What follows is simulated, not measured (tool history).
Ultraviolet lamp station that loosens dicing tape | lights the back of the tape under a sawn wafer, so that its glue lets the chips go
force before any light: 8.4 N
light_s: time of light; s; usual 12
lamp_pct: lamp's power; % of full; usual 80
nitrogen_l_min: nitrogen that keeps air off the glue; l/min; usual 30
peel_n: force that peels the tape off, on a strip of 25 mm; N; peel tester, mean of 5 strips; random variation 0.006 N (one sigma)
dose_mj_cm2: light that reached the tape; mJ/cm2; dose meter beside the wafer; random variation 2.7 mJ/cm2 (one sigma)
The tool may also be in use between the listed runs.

run	hour	light_s	lamp_pct	nitrogen_l_min	peel_n	dose_mj_cm2
1	0.0	12	80	30	0.154	357
2	18.5	12	80	30	0.181	355
3	34.7	12	80	30	0.168	345
4	52.9	12	80	30	0.191	348
5	61.7	12	80	26	0.204	347
6	72.9	12	80	30	0.180	344
# hour 74.5: window cleaned of glue's vapour
7	88.1	12	80	30	0.191	337
8	104.2	12	80	30	0.205	331
9	119.0	12	80	30	0.199	331
10	138.9	12	91	27	0.162	369
# hour 144.7: window cleaned of glue's vapour, once more
11	156.4	8	60	33	0.886	175
12	175.4	21	95	13	0.099	725
13	190.3	21	95	13	0.097	726
14	203.2	21	95	13	0.107	713
15	220.2	12	80	15	0.395	345
16	232.7	12	80	15	0.388	344
17	245.1	20	80	30	0.090	571
18	260.5	13	80	20	0.235	361

3 ways to go on from here, each from the tool as it stands after run 18. What would each give?
A	278.8	12	80	19	?	?
B	278.8	10	72	41	?	?
C	278.8	12	75	30	?	?

run	peel_n	dose_mj_cm2
A	0.305	339
B	0.314	253
C	0.226	315
Without the tool's hidden state the same runs would have given:
run	peel_n	dose_mj_cm2
A	0.245	367
B	0.255	274
C	0.184	341
